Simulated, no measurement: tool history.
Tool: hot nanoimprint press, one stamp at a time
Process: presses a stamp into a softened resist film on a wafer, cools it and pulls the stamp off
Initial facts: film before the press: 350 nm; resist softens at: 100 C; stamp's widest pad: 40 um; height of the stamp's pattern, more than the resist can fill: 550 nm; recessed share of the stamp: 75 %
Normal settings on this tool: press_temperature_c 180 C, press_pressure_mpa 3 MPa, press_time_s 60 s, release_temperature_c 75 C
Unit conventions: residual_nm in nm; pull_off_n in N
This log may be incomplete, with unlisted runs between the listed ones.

{"run": 1, "hour": 0.0, "press_temperature_c": 180, "press_pressure_mpa": 3, "press_time_s": 60, "release_temperature_c": 75, "residual_nm": 180.6, "pull_off_n": 106}
{"run": 2, "hour": 23.5, "press_temperature_c": 180, "press_pressure_mpa": 3, "press_time_s": 60, "release_temperature_c": 75, "residual_nm": 183.7, "pull_off_n": 107}
{"hour": 70.5, "done": "stamp cleaned and given a new release coat"}
{"hour": 76.8, "done": "plate thermocouple calibrated"}
{"run": 3, "hour": 84.1, "press_temperature_c": 187, "press_pressure_mpa": 3, "press_time_s": 60, "release_temperature_c": 75, "residual_nm": 151.9, "pull_off_n": 108}
{"run": 4, "hour": 105.6, "press_temperature_c": 180, "press_pressure_mpa": 3, "press_time_s": 60, "release_temperature_c": 75, "residual_nm": 180.3, "pull_off_n": 109}
{"run": 5, "hour": 133.5, "press_temperature_c": 180, "press_pressure_mpa": 3, "press_time_s": 60, "release_temperature_c": 75, "residual_nm": 181.5, "pull_off_n": 114}
{"run": 6, "hour": 160.8, "press_temperature_c": 180, "press_pressure_mpa": 3, "press_time_s": 60, "release_temperature_c": 75, "residual_nm": 182.3, "pull_off_n": 108}
{"run": 7, "hour": 187.9, "press_temperature_c": 180, "press_pressure_mpa": 3, "press_time_s": 60, "release_temperature_c": 75, "residual_nm": 180.8, "pull_off_n": 111}
{"run": 8, "hour": 213.8, "press_temperature_c": 180, "press_pressure_mpa": 3, "press_time_s": 60, "release_temperature_c": 75, "residual_nm": 182.7, "pull_off_n": 112}
{"run": 9, "hour": 260.5, "press_temperature_c": 177, "press_pressure_mpa": 3.86, "press_time_s": 60, "release_temperature_c": 69, "residual_nm": 176.1, "pull_off_n": 126}
{"run": 10, "hour": 308.6, "press_temperature_c": 171, "press_pressure_mpa": 2.48, "press_time_s": 106, "release_temperature_c": 69, "residual_nm": 203, "pull_off_n": 122}
{"run": 11, "hour": 343.9, "press_temperature_c": 171, "press_pressure_mpa": 2.48, "press_time_s": 105, "release_temperature_c": 74, "residual_nm": 204.7, "pull_off_n": 115}
{"run": 12, "hour": 389.9, "press_temperature_c": 180, "press_pressure_mpa": 3, "press_time_s": 31, "release_temperature_c": 81, "residual_nm": 227.8, "pull_off_n": 95}
{"run": 13, "hour": 429.3, "press_temperature_c": 180, "press_pressure_mpa": 4.02, "press_time_s": 60, "release_temperature_c": 75, "residual_nm": 163.6, "pull_off_n": 113}
{"run": 14, "hour": 453.7, "press_temperature_c": 180, "press_pressure_mpa": 4.02, "press_time_s": 60, "release_temperature_c": 75, "residual_nm": 160.8, "pull_off_n": 112}
{"run": 15, "hour": 488.0, "press_temperature_c": 170, "press_pressure_mpa": 3.36, "press_time_s": 36, "release_temperature_c": 75, "residual_nm": 255.6, "pull_off_n": 113}
{"run": 16, "hour": 519.4, "press_temperature_c": 189, "press_pressure_mpa": 3.31, "press_time_s": 30, "release_temperature_c": 75, "residual_nm": 180.7, "pull_off_n": 110}

Each row is a separate what-if for the run after 16, all from the same tool condition, not one after another. Results?
{"run": "A", "hour": 553.6, "press_temperature_c": 191, "press_pressure_mpa": 2.33, "press_time_s": 60, "release_temperature_c": 76, "residual_nm": "?", "pull_off_n": "?"}
{"run": "B", "hour": 553.6, "press_temperature_c": 186, "press_pressure_mpa": 3.31, "press_time_s": 46, "release_temperature_c": 75, "residual_nm": "?", "pull_off_n": "?"}
{"run": "C", "hour": 553.6, "press_temperature_c": 182, "press_pressure_mpa": 2.21, "press_time_s": 60, "release_temperature_c": 69, "residual_nm": "?", "pull_off_n": "?"}

run=A residual_nm=153.9 pull_off_n=109
run=B residual_nm=163 pull_off_n=109
run=C residual_nm=194.2 pull_off_n=126
Stripped of hidden state, with their random variation kept, the same runs would have yielded:
run=A residual_nm=153.7 pull_off_n=109
run=B residual_nm=162.8 pull_off_n=109
run=C residual_nm=194 pull_off_n=125
